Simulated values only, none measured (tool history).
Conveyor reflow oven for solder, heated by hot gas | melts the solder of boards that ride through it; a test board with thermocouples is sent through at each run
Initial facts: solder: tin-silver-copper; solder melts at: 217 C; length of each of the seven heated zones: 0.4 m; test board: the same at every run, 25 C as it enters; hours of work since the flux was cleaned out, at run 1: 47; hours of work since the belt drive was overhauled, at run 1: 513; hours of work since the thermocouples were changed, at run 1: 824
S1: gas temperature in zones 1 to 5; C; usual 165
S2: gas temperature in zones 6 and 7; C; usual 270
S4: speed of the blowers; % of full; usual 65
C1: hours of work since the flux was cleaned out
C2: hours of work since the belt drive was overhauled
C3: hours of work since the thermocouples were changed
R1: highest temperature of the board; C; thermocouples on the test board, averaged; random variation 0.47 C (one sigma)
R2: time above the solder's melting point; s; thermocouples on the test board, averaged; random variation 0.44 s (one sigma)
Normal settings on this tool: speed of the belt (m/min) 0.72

{"run": 1, "hour": 0.0, "S1": 165, "S2": 270, "speed of the belt (m/min)": 0.72, "S4": 65, "C1": 47, "C2": 513, "C3": 824, "R1": 255.3, "R2": 50}
{"run": 2, "hour": 32.9, "S1": 165, "S2": 270, "speed of the belt (m/min)": 0.72, "S4": 65, "C1": 60, "C2": 526, "C3": 838, "R1": 256.1, "R2": 49.5}
{"run": 3, "hour": 60.6, "S1": 155, "S2": 270, "speed of the belt (m/min)": 0.72, "S4": 65, "C1": 72, "C2": 537, "C3": 849, "R1": 254.1, "R2": 46.5}
{"run": 4, "hour": 80.1, "S1": 165, "S2": 273, "speed of the belt (m/min)": 0.72, "S4": 65, "C1": 79, "C2": 545, "C3": 857, "R1": 258.6, "R2": 50.9}
{"run": 5, "hour": 119.0, "S1": 165, "S2": 273, "speed of the belt (m/min)": 0.72, "S4": 65, "C1": 95, "C2": 561, "C3": 873, "R1": 257.4, "R2": 51.2}
{"run": 6, "hour": 150.4, "S1": 165, "S2": 270, "speed of the belt (m/min)": 0.6, "S4": 65, "C1": 108, "C2": 574, "C3": 886, "R1": 261.2, "R2": 65.2}
{"run": 7, "hour": 171.0, "S1": 165, "S2": 270, "speed of the belt (m/min)": 0.6, "S4": 65, "C1": 116, "C2": 582, "C3": 894, "R1": 261.1, "R2": 65.6}
{"run": 8, "hour": 206.4, "S1": 165, "S2": 270, "speed of the belt (m/min)": 0.6, "S4": 65, "C1": 131, "C2": 597, "C3": 908, "R1": 261.4, "R2": 64.4}
{"run": 9, "hour": 235.5, "S1": 174, "S2": 275, "speed of the belt (m/min)": 0.6, "S4": 65, "C1": 143, "C2": 608, "C3": 920, "R1": 266.6, "R2": 70.4}
{"hour": 263.2, "done": "flux residue cleaned out of gas plates and filters"}
{"run": 10, "hour": 268.4, "S1": 174, "S2": 275, "speed of the belt (m/min)": 0.592, "S4": 83, "C1": 2, "C2": 620, "C3": 931, "R1": 269.8, "R2": 72.5}
{"run": 11, "hour": 297.9, "S1": 152, "S2": 278, "speed of the belt (m/min)": 0.847, "S4": 65, "C1": 14, "C2": 632, "C3": 943, "R1": 253.7, "R2": 37}
{"run": 12, "hour": 328.7, "S1": 152, "S2": 278, "speed of the belt (m/min)": 0.691, "S4": 56, "C1": 27, "C2": 644, "C3": 956, "R1": 260.3, "R2": 51.1}
{"run": 13, "hour": 344.7, "S1": 173, "S2": 268, "speed of the belt (m/min)": 0.69, "S4": 65, "C1": 33, "C2": 651, "C3": 962, "R1": 256.7, "R2": 56.1}
{"run": 14, "hour": 379.4, "S1": 151, "S2": 280, "speed of the belt (m/min)": 0.72, "S4": 56, "C1": 47, "C2": 665, "C3": 977, "R1": 259.3, "R2": 48.4}
{"run": 15, "hour": 407.6, "S1": 176, "S2": 270, "speed of the belt (m/min)": 0.72, "S4": 65, "C1": 59, "C2": 676, "C3": 988, "R1": 257.5, "R2": 54.2}
{"run": 16, "hour": 424.8, "S1": 176, "S2": 270, "speed of the belt (m/min)": 0.72, "S4": 88, "C1": 66, "C2": 683, "C3": 995, "R1": 261.8, "R2": 56.8}

Here are 5 independent what-if runs from the current tool condition. What would each one return?
{"run": "A", "hour": 455.2, "S1": 174, "S2": 279, "speed of the belt (m/min)": 0.66, "S4": 88, "C1": 78, "C2": 696, "C3": 1007, "R1": "?", "R2": "?"}
{"run": "B", "hour": 455.2, "S1": 165, "S2": 265, "speed of the belt (m/min)": 0.614, "S4": 65, "C1": 78, "C2": 696, "C3": 1007, "R1": "?", "R2": "?"}
{"run": "C", "hour": 455.2, "S1": 176, "S2": 269, "speed of the belt (m/min)": 0.646, "S4": 88, "C1": 78, "C2": 696, "C3": 1007, "R1": "?", "R2": "?"}
{"run": "D", "hour": 455.2, "S1": 158, "S2": 270, "speed of the belt (m/min)": 0.72, "S4": 52, "C1": 78, "C2": 696, "C3": 1007, "R1": "?", "R2": "?"}
{"run": "E", "hour": 455.2, "S1": 165, "S2": 263, "speed of the belt (m/min)": 0.72, "S4": 65, "C1": 78, "C2": 696, "C3": 1007, "R1": "?", "R2": "?"}

run=A R1=272.9 R2=66.6
run=B R1=256.3 R2=60.4
run=C R1=263.5 R2=64.9
run=D R1=251.4 R2=44.5
run=E R1=250.1 R2=45.6
With no hidden state in the tool, these same runs would have given:
run=A R1=269.9 R2=64.6
run=B R1=253.3 R2=57.7
run=C R1=260.4 R2=62.7
run=D R1=248.4 R2=41.8
run=E R1=247.2 R2=43
